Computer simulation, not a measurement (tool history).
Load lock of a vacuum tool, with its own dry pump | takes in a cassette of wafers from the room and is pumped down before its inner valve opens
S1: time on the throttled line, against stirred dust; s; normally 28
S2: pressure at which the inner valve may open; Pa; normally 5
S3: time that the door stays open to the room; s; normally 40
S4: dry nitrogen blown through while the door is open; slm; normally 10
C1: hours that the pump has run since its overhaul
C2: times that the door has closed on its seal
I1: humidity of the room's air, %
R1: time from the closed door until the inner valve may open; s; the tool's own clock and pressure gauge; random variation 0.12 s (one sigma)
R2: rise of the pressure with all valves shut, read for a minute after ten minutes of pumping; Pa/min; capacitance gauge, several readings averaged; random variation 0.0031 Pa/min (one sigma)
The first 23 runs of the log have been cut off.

run	hour	S1	S2	S3	S4	C1	C2	I1	R1	R2
24	3348.9	19	5	40	13	11112	12018	40.9	33.2	0.073
25	3510.6	19	5	40	13	11274	12287	43.2	33.5	0.075
26	3648.9	19	6	73	13	11412	12517	41.3	32.9	0.087
27	3751.7	21	5	88	10	11515	12689	41.8	35.1	0.097
28	3927.3	21	10	88	10	11690	12981	49.1	33.9	0.103
29	4048.6	21	10	88	10	11812	13183	43.4	33.9	0.101
30	4243.3	49	5	29	12	12006	13507	43.4	60.3	0.077
31	4359.2	49	5	29	12	12122	13700	46.1	60.6	0.08
32	4461.4	30	6	123	7	12224	13870	46.8	42.9	0.123
33	4646.8	18	5	123	22	12410	14179	45.7	32.7	0.097
34	4749	52	6	176	6	12512	14349	47.4	62.7	0.139
35	4926.6	52	6	176	6	12690	14645	47.3	62.8	0.139
36	5117.7	52	6	176	6	12881	14963	43.6	62.7	0.133
37	5230.7	32	6	190	6	12994	15151	45	44.9	0.138
38	5375.3	28	5	40	23	13138	15392	46.7	41.7	0.069

Each row is a separate what-if for the run after 38, all from the same tool condition, not one after another. Results?
A	5567.5	28	5	190	10	13330	15712	43.2	?	?
B	5567.5	28	5	40	23	13330	15712	46.6	?	?
C	5567.5	24	4	40	23	13330	15712	44.3	?	?

run	R1	R2
A	41.6	0.128
B	41.9	0.073
C	38.5	0.074
Without the tool's hidden state the same runs would have given:
run	R1	R2
A	40.3	0.109
B	40.6	0.053
C	37.2	0.054
